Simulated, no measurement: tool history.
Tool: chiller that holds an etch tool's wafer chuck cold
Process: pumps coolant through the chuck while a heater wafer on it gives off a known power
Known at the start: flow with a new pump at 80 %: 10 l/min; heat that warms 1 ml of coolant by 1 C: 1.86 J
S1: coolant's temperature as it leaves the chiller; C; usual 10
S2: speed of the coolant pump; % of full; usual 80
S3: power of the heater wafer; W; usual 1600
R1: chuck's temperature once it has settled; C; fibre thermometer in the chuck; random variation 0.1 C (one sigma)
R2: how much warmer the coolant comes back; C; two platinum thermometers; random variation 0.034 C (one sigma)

Run 1, hour 0: usual settings. Result: R1 22.7 C, R2 5.77 C.
Run 2, hour 175.1: usual settings. Result: R1 22.7 C, R2 5.78 C.
Run 3, hour 350.6: usual settings. Result: R1 22.6 C, R2 5.83 C.
Run 4, hour 525.5: usual settings. Result: R1 22.8 C, R2 5.79 C.
Run 5, hour 756.3: usual settings but S2 88 % of full. Result: R1 22.3 C, R2 5.3 C.
Run 6, hour 940: usual settings but S2 88 % of full. Result: R1 22.3 C, R2 5.29 C.
Run 7, hour 1085.9: usual settings but S2 88 % of full. Result: R1 22.3 C, R2 5.28 C.
Run 8, hour 1246.6: usual settings but S2 78 % of full. Result: R1 23.2 C, R2 6.11 C.
Run 9, hour 1405.1: usual settings but S2 78 % of full. Result: R1 23.2 C, R2 6.15 C.
Run 10, hour 1601: usual settings but S2 78 % of full, S3 1360 W. Result: R1 21.5 C, R2 5.16 C.
Run 11, hour 1819.2: usual settings but S2 78 % of full, S3 1360 W. Result: R1 21.6 C, R2 5.28 C.
Run 12, hour 2009.8: usual settings but S1 12 C, S2 68 % of full, S3 1100 W. Result: R1 22.2 C, R2 4.84 C.
Run 13, hour 2133.3: usual settings but S1 12 C, S2 68 % of full, S3 1100 W. Result: R1 22.1 C, R2 4.86 C.
Run 14, hour 2289: usual settings but S1 9 C, S2 68 % of full, S3 1108 W. Result: R1 19.3 C, R2 4.98 C.
At hour 2338: chiller's thermometer calibrated.
Run 15, hour 2418.6: usual settings but S1 1 C, S2 63 % of full, S3 1108 W. Result: R1 11.4 C, R2 5.31 C.

4 ways to go on from here, each from the tool as it stands after run 15. What would each give?
At hour 2517.5: coolant changed, channels flushed.
Run A, hour 2629.3: usual settings but S1 6 C, S2 99 % of full, S3 1599 W. Result: R1 ?, R2 ?.
At hour 2517.5: coolant changed, channels flushed.
Run B, hour 2629.3: usual settings but S2 71 % of full, S3 1069 W. Result: R1 ?, R2 ?.
At hour 2517.5: coolant changed, channels flushed.
Run C, hour 2629.3: usual settings but S2 63 % of full, S3 1108 W. Result: R1 ?, R2 ?.
At hour 2517.5: coolant changed, channels flushed.
Run D, hour 2629.3: usual settings but S1 1 C, S2 93 % of full, S3 2176 W. Result: R1 ?, R2 ?.

run    R1    R2
  A  16.6   4.8
  B  18.6  4.62
  C  19.7  5.37
  D    16  7.04
Without the tool's hidden state the same runs would have given:
run    R1    R2
  A  15.6  4.07
  B  17.8  3.94
  C  18.8  4.56
  D  14.7  5.97
